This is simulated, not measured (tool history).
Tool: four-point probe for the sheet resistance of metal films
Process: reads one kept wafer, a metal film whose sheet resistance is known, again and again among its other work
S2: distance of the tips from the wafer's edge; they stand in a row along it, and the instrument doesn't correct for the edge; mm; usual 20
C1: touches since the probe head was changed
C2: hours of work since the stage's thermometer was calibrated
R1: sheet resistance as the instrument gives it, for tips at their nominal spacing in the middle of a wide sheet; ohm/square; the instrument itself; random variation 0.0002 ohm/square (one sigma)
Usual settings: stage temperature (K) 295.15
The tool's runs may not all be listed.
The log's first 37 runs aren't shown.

Run 38, hour 2276.3: usual settings but stage temperature (K) 291.15, S2 59 mm; C1 99511; C2 434. Result: R1 1.00255 ohm/square.
Run 39, hour 2356.7: usual settings but stage temperature (K) 291.15, S2 59 mm; C1 101166; C2 467. Result: R1 1.002223 ohm/square.
Run 40, hour 2421.6: usual settings but stage temperature (K) 305.15, S2 37 mm; C1 102501; C2 494. Result: R1 0.995089 ohm/square.
Run 41, hour 2461.8: usual settings but stage temperature (K) 293.15, S2 12 mm; C1 103328; C2 510. Result: R1 1.005025 ohm/square.
Run 42, hour 2500: usual settings but stage temperature (K) 304.15, S2 10 mm; C1 104115; C2 526. Result: R1 1.000455 ohm/square.
Run 43, hour 2567: usual settings but stage temperature (K) 304.15, S2 10 mm; C1 105493; C2 553. Result: R1 1.000249 ohm/square.
Run 44, hour 2613: usual settings but stage temperature (K) 304.15, S2 10 mm; C1 106442; C2 572. Result: R1 1.000645 ohm/square.
Run 45, hour 2694.8: usual settings but stage temperature (K) 292.15, S2 10 mm; C1 108124; C2 606. Result: R1 1.00738 ohm/square.

Forecast each of these 4 alternatives for the next run:
Run A, hour 2737.4: usual settings but stage temperature (K) 307.15, S2 3 mm; C1 109002; C2 623. Result: R1 ?.
Run B, hour 2737.4: usual settings but stage temperature (K) 302.15, S2 5 mm; C1 109002; C2 623. Result: R1 ?.
Run C, hour 2737.4: usual settings but stage temperature (K) 292.15, S2 5 mm; C1 109002; C2 623. Result: R1 ?.
Run D, hour 2737.4: usual settings but stage temperature (K) 296.15, S2 11 mm; C1 109002; C2 623. Result: R1 ?.

run        R1
  A  1.049792
  B  1.017761
  C  1.023184
  D  1.003924
Without the tool's hidden state the same runs would have given:
run        R1
  A  1.043955
  B  1.012076
  C  1.017447
  D  0.998297
